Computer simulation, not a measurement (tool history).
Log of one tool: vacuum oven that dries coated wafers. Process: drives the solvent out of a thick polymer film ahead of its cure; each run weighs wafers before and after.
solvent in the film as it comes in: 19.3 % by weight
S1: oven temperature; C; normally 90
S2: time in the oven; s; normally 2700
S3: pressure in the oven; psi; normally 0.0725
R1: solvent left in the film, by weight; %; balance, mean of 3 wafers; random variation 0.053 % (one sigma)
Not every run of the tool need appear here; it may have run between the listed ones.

Run 1, hour 0: usual settings. Result: R1 1.81 %.
Run 2, hour 38.7: usual settings. Result: R1 1.87 %.
Run 3, hour 78: usual settings. Result: R1 1.85 %.
Run 4, hour 102.5: usual settings but S2 1500 s. Result: R1 4.64 %.
Run 5, hour 129.6: usual settings. Result: R1 1.78 %.
Run 6, hour 161.6: usual settings. Result: R1 1.91 %.
Run 7, hour 195.1: usual settings. Result: R1 1.95 %.
Run 8, hour 211.1: usual settings. Result: R1 1.83 %.
Run 9, hour 227.3: usual settings but S3 0.1054 psi. Result: R1 2.08 %.
Run 10, hour 257.7: usual settings but S3 0.1054 psi. Result: R1 2.02 %.
Run 11, hour 281.4: usual settings. Result: R1 1.85 %.
Run 12, hour 301: usual settings but S3 0.0425 psi. Result: R1 1.73 %.
Run 13, hour 317.9: usual settings. Result: R1 1.81 %.
Run 14, hour 351.5: usual settings. Result: R1 1.98 %.
Run 15, hour 384: usual settings. Result: R1 1.8 %.
Run 16, hour 419.3: usual settings but S3 0.0426 psi. Result: R1 1.77 %.
Run 17, hour 440.5: usual settings but S3 0.1038 psi. Result: R1 2.04 %.
Run 18, hour 472.1: usual settings but S3 0.1038 psi. Result: R1 2.04 %.
Run 19, hour 493.1: usual settings but S3 0.1038 psi. Result: R1 2.07 %.
Run 20, hour 519.6: usual settings but S3 0.0384 psi. Result: R1 1.71 %.
Run 21, hour 544.1: usual settings but S1 99 C, S3 0.0384 psi. Result: R1 0.59 %.
Run 22, hour 564.1: usual settings but S1 80 C, S3 0.0384 psi. Result: R1 4.47 %.
Run 23, hour 585.9: usual settings. Result: R1 1.91 %.
Run 24, hour 619.7: usual settings but S3 0.2448 psi. Result: R1 2.69 %.
Run 25, hour 653.5: usual settings but S3 0.0409 psi. Result: R1 1.84 %.
Run 26, hour 685.9: usual settings but S1 82 C, S2 2220 s. Result: R1 5.06 %.
Run 27, hour 714.6: usual settings but S2 1440 s. Result: R1 4.89 %.
Run 28, hour 732.1: usual settings but S1 79 C, S2 2400 s, S3 0.1346 psi. Result: R1 5.97 %.
Run 29, hour 764.6: usual settings but S1 96 C, S2 4500 s. Result: R1 0.53 %.
Run 30, hour 795.1: usual settings but S2 2400 s. Result: R1 2.43 %.
Run 31, hour 828.6: usual settings but S2 2400 s. Result: R1 2.58 %.
Run 32, hour 863.3: usual settings but S1 89 C, S2 2160 s, S3 0.1887 psi. Result: R1 3.7 %.
Run 33, hour 879.2: usual settings but S1 89 C, S2 2160 s, S3 0.1887 psi. Result: R1 3.6 %.
Run 34, hour 911.1: usual settings but S1 91 C, S2 3060 s, S3 0.1023 psi. Result: R1 1.52 %.
Run 35, hour 942.4: usual settings but S1 91 C, S2 3060 s, S3 0.1023 psi. Result: R1 1.65 %.
Run 36, hour 970.5: usual settings but S1 84 C, S2 1920 s, S3 0.1027 psi. Result: R1 5.45 %.
Run 37, hour 990.6: usual settings but S1 94 C, S2 3900 s, S3 0.2606 psi. Result: R1 1.54 %.
Run 38, hour 1011: usual settings but S1 94 C, S2 3900 s, S3 0.2606 psi. Result: R1 1.48 %.
Run 39, hour 1047.1: usual settings but S1 86 C, S3 0.0492 psi. Result: R1 2.99 %.
Run 40, hour 1068.6: usual settings but S2 1920 s, S3 0.0479 psi. Result: R1 3.4 %.
Run 41, hour 1100.8: usual settings but S1 100 C, S2 2580 s. Result: R1 0.82 %.
Run 42, hour 1135.6: usual settings but S2 1560 s. Result: R1 4.58 %.
Run 43, hour 1169.6: usual settings but S2 2460 s. Result: R1 2.42 %.
Run 44, hour 1190.8: usual settings but S2 2460 s. Result: R1 2.43 %.
Run 45, hour 1210.6: usual settings but S1 98 C, S2 2460 s. Result: R1 1.1 %.
Run 46, hour 1236.8: usual settings but S1 98 C, S2 2460 s. Result: R1 1.03 %.
Run 47, hour 1255.7: usual settings but S1 96 C, S3 0.0579 psi. Result: R1 1.14 %.
Run 48, hour 1274.3: usual settings but S1 96 C, S3 0.0579 psi. Result: R1 1.05 %.

Predict each of these 3 candidate next runs independently; none follows another, all start after run 48:
Run A, hour 1310.6: usual settings but S1 84 C, S2 3060 s, S3 0.2078 psi. Result: R1 ?.
Run B, hour 1310.6: usual settings but S1 96 C, S2 1740 s, S3 0.0579 psi. Result: R1 ?.
Run C, hour 1310.6: usual settings but S1 97 C, S2 1440 s, S3 0.1107 psi. Result: R1 ?.

run    R1
  A  3.83
  B  2.43
  C  3.13
The same runs, with their run-to-run variation unchanged, on a tool lacking any hidden condition would have given:
run    R1
  A  3.26
  B  2.04
  C  2.73

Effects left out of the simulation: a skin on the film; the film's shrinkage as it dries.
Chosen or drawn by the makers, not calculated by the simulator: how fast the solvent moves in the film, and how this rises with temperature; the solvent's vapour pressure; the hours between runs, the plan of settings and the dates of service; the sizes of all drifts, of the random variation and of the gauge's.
